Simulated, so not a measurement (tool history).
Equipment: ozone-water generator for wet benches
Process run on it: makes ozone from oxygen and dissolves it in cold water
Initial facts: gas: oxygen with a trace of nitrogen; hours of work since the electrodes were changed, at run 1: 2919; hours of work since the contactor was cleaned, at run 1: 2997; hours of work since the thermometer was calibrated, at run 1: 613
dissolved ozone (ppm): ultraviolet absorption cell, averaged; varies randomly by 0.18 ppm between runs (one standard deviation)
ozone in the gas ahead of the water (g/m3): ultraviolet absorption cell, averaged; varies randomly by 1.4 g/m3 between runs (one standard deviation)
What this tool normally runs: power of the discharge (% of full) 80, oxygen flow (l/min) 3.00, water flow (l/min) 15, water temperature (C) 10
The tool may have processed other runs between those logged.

run    hour  power of the discharge (% of full)  oxygen flow (l/min)  water flow (l/min)  water temperature (C)  hours of work since the electrodes were changed  hours of work since the contactor was cleaned  hours of work since the thermometer was calibrated  dissolved ozone (ppm)  ozone in the gas ahead of the water (g/m3)
  1     0.0                                  80                 3.00                  15                     10                                             2919                                           2997                                                 613                   25.3                                       249.9
  2    75.9                                  80                 3.00                  10                     10                                             2984                                           3062                                                 678                   34.8                                       251.4
  3   145.3                                  80                 3.00                  15                     10                                             3042                                           3120                                                 736                   25.2                                       251.6
  4   199.1                                  80                 3.00                  15                     10                                             3088                                           3166                                                 782                   25.7                                       249.2
  5   263.2                                  80                 3.00                  15                     10                                             3142                                           3220                                                 836                   25.3                                       250.1
  6   347.3                                  80                 3.00                  15                     10                                             3214                                           3292                                                 908                   25.4                                       250.3
  7   435.7                                  80                 3.00                  15                     10                                             3289                                           3367                                                 982                   25.4                                       251.1
  8   496.0                                  80                 3.00                  15                     10                                             3340                                           3418                                                1034                   25.0                                       249.0
  9   586.0                                  80                 3.00                  15                     10                                             3416                                           3494                                                1110                   25.1                                       250.1
      657.7  -- contactor cleaned
 10   661.4                                  80                 3.00                  15                     10                                             3476                                              3                                                1170                   25.6                                       245.8
 11   749.9                                  41                 3.00                  15                     10                                             3551                                             78                                                1245                   17.9                                       176.9
 12   798.0                                  41                 3.00                  15                     10                                             3592                                            119                                                1286                   17.8                                       175.7
 13   847.2                                  41                 3.00                  15                     10                                             3634                                            161                                                1328                   18.1                                       176.7
 14   887.3                                  80                 3.00                  15                     10                                             3668                                            195                                                1362                   25.6                                       247.8
 15   952.3                                  80                 3.00                  15                     10                                             3723                                            250                                                1417                   25.3                                       247.1
 16   992.1                                  80                 3.00                  15                     10                                             3757                                            283                                                1451                   25.4                                       249.3
 17  1062.9                                  80                 3.00                  15                     10                                             3817                                            343                                                1511                   25.4                                       246.7
 18  1135.1                                  77                 5.30                  15                     10                                             3878                                            405                                                1572                   25.9                                       179.6
 19  1221.7                                  77                 5.30                  15                     10                                             3951                                            478                                                1645                   25.7                                       178.6
 20  1287.6                                  77                 5.30                  15                     10                                             4007                                            534                                                1701                   25.7                                       177.4
 21  1337.2                                  77                 5.30                  15                     10                                             4049                                            576                                                1743                   25.9                                       175.9
 22  1388.6                                  77                 5.30                  15                     10                                             4093                                            619                                                1787                   25.7                                       178.9
 23  1457.9                                  54                 4.12                  15                     10                                             4151                                            678                                                1845                   21.0                                       168.9
 24  1519.6                                  54                 4.12                  15                     10                                             4204                                            730                                                1898                   21.3                                       167.5
 25  1611.6                                  95                 4.23                  15                     10                                             4282                                            808                                                1975                   28.3                                       222.4
 26  1704.7                                  56                 5.29                  20                     10                                             4361                                            887                                                2054                   17.6                                       149.5
 27  1781.6                                  80                 3.00                  15                     14                                             4426                                            952                                                2120                   24.0                                       248.3

The next listed run, before its measurement:
 28  1856.1                                  86                 1.54                  16                      6                                             4489                                           1015                                                2183                      ?                                           ?

{"run 28": {"dissolved ozone (ppm)": 22.0, "ozone in the gas ahead of the water (g/m3)": 364.2}}
Were there no unlogged condition in the tool, this run, its random variation unchanged, would have produced dissolved ozone (ppm) 22.1, ozone in the gas ahead of the water (g/m3) 374.1.
